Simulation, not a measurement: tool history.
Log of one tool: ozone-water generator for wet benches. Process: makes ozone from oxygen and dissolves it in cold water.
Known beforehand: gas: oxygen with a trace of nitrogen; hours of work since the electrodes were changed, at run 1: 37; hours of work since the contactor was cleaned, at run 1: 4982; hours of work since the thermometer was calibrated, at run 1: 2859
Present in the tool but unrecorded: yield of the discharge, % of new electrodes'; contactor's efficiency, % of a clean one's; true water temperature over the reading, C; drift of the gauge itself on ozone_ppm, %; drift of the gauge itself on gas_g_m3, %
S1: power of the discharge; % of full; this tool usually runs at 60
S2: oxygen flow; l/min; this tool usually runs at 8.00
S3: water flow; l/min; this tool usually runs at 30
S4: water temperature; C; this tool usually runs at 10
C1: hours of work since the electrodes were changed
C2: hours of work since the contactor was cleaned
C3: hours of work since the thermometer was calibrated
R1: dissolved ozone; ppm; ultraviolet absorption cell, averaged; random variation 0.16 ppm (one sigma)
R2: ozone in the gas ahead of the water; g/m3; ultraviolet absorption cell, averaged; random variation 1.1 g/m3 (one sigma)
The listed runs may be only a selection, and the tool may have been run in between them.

run 1 hour=0.0 | S1=60 S2=8.00 S3=30 S4=10 | C1=37 C2=4982 C3=2859 | R1=20.4 R2=189.1
run 2 hour=52.3 | S1=60 S2=8.00 S3=30 S4=10 | C1=79 C2=5023 C3=2900 | R1=20.5 R2=189.8
run 3 hour=113.1 | S1=60 S2=8.00 S3=30 S4=9 | C1=127 C2=5072 C3=2949 | R1=20.5 R2=187.6
run 4 hour=150.7 | S1=60 S2=8.00 S3=30 S4=9 | C1=157 C2=5102 C3=2979 | R1=20.3 R2=188.3
run 5 hour=213.5 | S1=60 S2=8.00 S3=30 S4=10 | C1=207 C2=5152 C3=3029 | R1=20.0 R2=190.0
run 6 hour=263.3 | S1=60 S2=8.00 S3=30 S4=10 | C1=247 C2=5191 C3=3068 | R1=20.3 R2=189.4
run 7 hour=335.5 | S1=60 S2=8.00 S3=30 S4=10 | C1=304 C2=5249 C3=3126 | R1=20.0 R2=189.2
run 8 hour=376.5 | S1=60 S2=8.00 S3=30 S4=10 | C1=337 C2=5282 C3=3159 | R1=20.5 R2=187.3
run 9 hour=440.5 | S1=60 S2=8.00 S3=30 S4=10 | C1=388 C2=5333 C3=3210 | R1=20.3 R2=186.0
run 10 hour=475.9 | S1=60 S2=8.00 S3=30 S4=10 | C1=416 C2=5361 C3=3238 | R1=20.3 R2=185.4
run 11 hour=547.2 | S1=53 S2=8.00 S3=30 S4=10 | C1=473 C2=5418 C3=3294 | R1=18.8 R2=176.6
run 12 hour=608.6 | S1=60 S2=8.00 S3=30 S4=10 | C1=522 C2=5466 C3=3343 | R1=20.1 R2=185.6
run 13 hour=639.7 | S1=60 S2=11.65 S3=30 S4=10 | C1=547 C2=5491 C3=3368 | R1=19.7 R2=147.8
run 14 hour=705.9 | S1=60 S2=8.00 S3=30 S4=11 | C1=599 C2=5544 C3=3421 | R1=19.7 R2=184.4
run 15 hour=750.6 | S1=60 S2=8.00 S3=30 S4=11 | C1=635 C2=5580 C3=3457 | R1=19.7 R2=185.7
run 16 hour=822.9 | S1=60 S2=8.00 S3=30 S4=11 | C1=693 C2=5637 C3=3514 | R1=19.7 R2=186.4
-- hour=873.9 contactor cleaned
run 17 hour=876.9 | S1=75 S2=8.00 S3=30 S4=11 | C1=732 C2=2 C3=3554 | R1=23.9 R2=213.5
run 18 hour=920.2 | S1=75 S2=8.00 S3=30 S4=11 | C1=767 C2=37 C3=3588 | R1=24.2 R2=212.4
run 19 hour=974.7 | S1=84 S2=10.54 S3=28 S4=14 | C1=810 C2=80 C3=3632 | R1=25.2 R2=187.7
run 20 hour=1018.2 | S1=64 S2=10.54 S3=29 S4=14 | C1=845 C2=115 C3=3667 | R1=20.9 R2=163.9
run 21 hour=1082.5 | S1=64 S2=4.65 S3=35 S4=14 | C1=896 C2=166 C3=3718 | R1=17.6 R2=269.3
run 22 hour=1123.1 | S1=60 S2=8.00 S3=23 S4=10 | C1=929 C2=199 C3=3750 | R1=26.8 R2=185.6
run 23 hour=1190.2 | S1=60 S2=14.16 S3=23 S4=11 | C1=982 C2=252 C3=3804 | R1=24.1 R2=129.0
run 24 hour=1249.7 | S1=60 S2=14.16 S3=23 S4=11 | C1=1029 C2=299 C3=3851 | R1=23.8 R2=129.2
-- hour=1319.7 water thermometer calibrated
run 25 hour=1319.7 | S1=60 S2=12.94 S3=41 S4=11 | C1=1085 C2=355 C3=0 | R1=15.3 R2=136.5
run 26 hour=1378.6 | S1=49 S2=8.00 S3=33 S4=5 | C1=1132 C2=402 C3=47 | R1=18.3 R2=164.9
run 27 hour=1444.6 | S1=49 S2=8.00 S3=33 S4=5 | C1=1184 C2=454 C3=100 | R1=18.2 R2=164.4
run 28 hour=1497.2 | S1=49 S2=8.00 S3=33 S4=5 | C1=1226 C2=496 C3=141 | R1=18.4 R2=164.1
run 29 hour=1558.0 | S1=87 S2=8.00 S3=21 S4=5 | C1=1275 C2=545 C3=190 | R1=38.4 R2=228.9
run 30 hour=1616.0 | S1=79 S2=9.42 S3=23 S4=17 | C1=1321 C2=591 C3=236 | R1=27.1 R2=194.9
run 31 hour=1667.7 | S1=79 S2=9.42 S3=23 S4=18 | C1=1362 C2=632 C3=277 | R1=26.7 R2=194.5
run 32 hour=1736.7 | S1=79 S2=9.42 S3=23 S4=18 | C1=1417 C2=687 C3=332 | R1=26.2 R2=195.2

5 ways to go on from here, each from the tool as it stands after run 32. What would each give?
run A hour=1776.1 | S1=60 S2=10.73 S3=30 S4=10 | C1=1448 C2=718 C3=364 | R1=? R2=?
run B hour=1776.1 | S1=60 S2=8.00 S3=26 S4=10 | C1=1448 C2=718 C3=364 | R1=? R2=?
run C hour=1776.1 | S1=97 S2=7.21 S3=30 S4=10 | C1=1448 C2=718 C3=364 | R1=? R2=?
run D hour=1776.1 | S1=83 S2=5.40 S3=29 S4=10 | C1=1448 C2=718 C3=364 | R1=? R2=?
run E hour=1776.1 | S1=70 S2=12.78 S3=38 S4=18 | C1=1448 C2=718 C3=364 | R1=? R2=?

run=A R1=20.5 R2=152.8
run=B R1=24.2 R2=183.3
run=C R1=27.7 R2=259.9
run=D R1=26.1 R2=284.2
run=E R1=15.9 R2=150.5
Had the tool no hidden state, the same runs would have come out as:
run=A R1=21.1 R2=155.5
run=B R1=24.9 R2=186.5
run=C R1=28.7 R2=265.9
run=D R1=27.0 R2=290.2
run=E R1=16.4 R2=153.5
